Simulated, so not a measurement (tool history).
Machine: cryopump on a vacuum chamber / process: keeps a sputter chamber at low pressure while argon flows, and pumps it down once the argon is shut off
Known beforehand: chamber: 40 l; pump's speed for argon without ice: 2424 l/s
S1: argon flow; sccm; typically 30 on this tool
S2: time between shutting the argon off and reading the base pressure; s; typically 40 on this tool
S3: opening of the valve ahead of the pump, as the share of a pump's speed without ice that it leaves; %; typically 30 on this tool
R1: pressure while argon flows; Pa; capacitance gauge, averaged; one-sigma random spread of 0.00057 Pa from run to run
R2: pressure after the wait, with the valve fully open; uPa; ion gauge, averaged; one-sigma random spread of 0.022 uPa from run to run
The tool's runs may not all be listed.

| run | day | S1 | S2 | S3 | R1 | R2 |
|---|---|---|---|---|---|---|
| 1 | 0 | 30 | 40 | 30 | 0.0772 | 1.27 |
| 2 | 2.25 | 30 | 40 | 30 | 0.0776 | 1.31 |
|  | 4.475 | pump warmed up, emptied and cooled again |
| 3 | 4.596 | 21 | 40 | 30 | 0.049 | 1.15 |
| 4 | 6.846 | 21 | 40 | 30 | 0.0495 | 1.18 |
| 5 | 8.538 | 21 | 40 | 30 | 0.0504 | 1.23 |
| 6 | 10.708 | 21 | 40 | 30 | 0.0501 | 1.28 |
| 7 | 12.096 | 21 | 40 | 30 | 0.0511 | 1.35 |
| 8 | 13.317 | 21 | 40 | 30 | 0.0524 | 1.39 |
| 9 | 15.479 | 21 | 40 | 30 | 0.0518 | 1.41 |
| 10 | 17.538 | 30 | 40 | 30 | 0.074 | 1.44 |
| 11 | 19.375 | 30 | 40 | 30 | 0.0752 | 1.51 |
| 12 | 21.517 | 30 | 267 | 30 | 0.0772 | 1.13 |
| 13 | 23.167 | 30 | 267 | 30 | 0.0776 | 1.16 |
| 14 | 24.338 | 30 | 267 | 30 | 0.0787 | 1.18 |
| 15 | 25.383 | 30 | 267 | 30 | 0.0785 | 1.29 |
| 16 | 26.667 | 16 | 204 | 30 | 0.0425 | 1.36 |
|  | 27.883 | pump warmed up, emptied and cooled again |
| 17 | 28.333 | 43 | 22 | 57 | 0.0537 | 1.79 |
| 18 | 29.483 | 30 | 40 | 21 | 0.1003 | 1.47 |
| 19 | 31.579 | 30 | 40 | 21 | 0.102 | 1.5 |
| 20 | 32.775 | 30 | 40 | 21 | 0.102 | 1.46 |
| 21 | 34.175 | 30 | 64 | 26 | 0.0833 | 1.35 |
| 22 | 35.412 | 29 | 135 | 53 | 0.0413 | 1.2 |
| 23 | 36.792 | 29 | 135 | 53 | 0.0413 | 1.25 |
| 24 | 38.075 | 24 | 30 | 19 | 0.0914 | 1.85 |
| 25 | 40.429 | 24 | 30 | 19 | 0.0913 | 1.91 |
| 26 | 42.425 | 45 | 24 | 19 | 0.1742 | 2.1 |
| 27 | 43.996 | 45 | 24 | 19 | 0.1745 | 2.22 |
| 28 | 45.929 | 44 | 94 | 46 | 0.0782 | 1.56 |

Below are 5 alternative next runs, each starting from the tool's condition after run 28. Predict each:
| A | 46.925 | 22 | 50 | 46 | ? | ? |
| B | 46.925 | 24 | 66 | 30 | ? | ? |
| C | 46.925 | 21 | 23 | 19 | ? | ? |
| D | 46.925 | 24 | 170 | 15 | ? | ? |
| E | 46.925 | 15 | 254 | 47 | ? | ? |

| run | R1 | R2 |
|---|---|---|
| A | 0.039 | 1.87 |
| B | 0.0625 | 1.77 |
| C | 0.0833 | 2.38 |
| D | 0.1183 | 1.57 |
| E | 0.0268 | 1.49 |
Had the tool no hidden state, the same runs would have come out as:
| run | R1 | R2 |
|---|---|---|
| A | 0.0331 | 0.53 |
| B | 0.056 | 0.44 |
| C | 0.0776 | 1.05 |
| D | 0.1118 | 0.24 |
| E | 0.0227 | 0.21 |
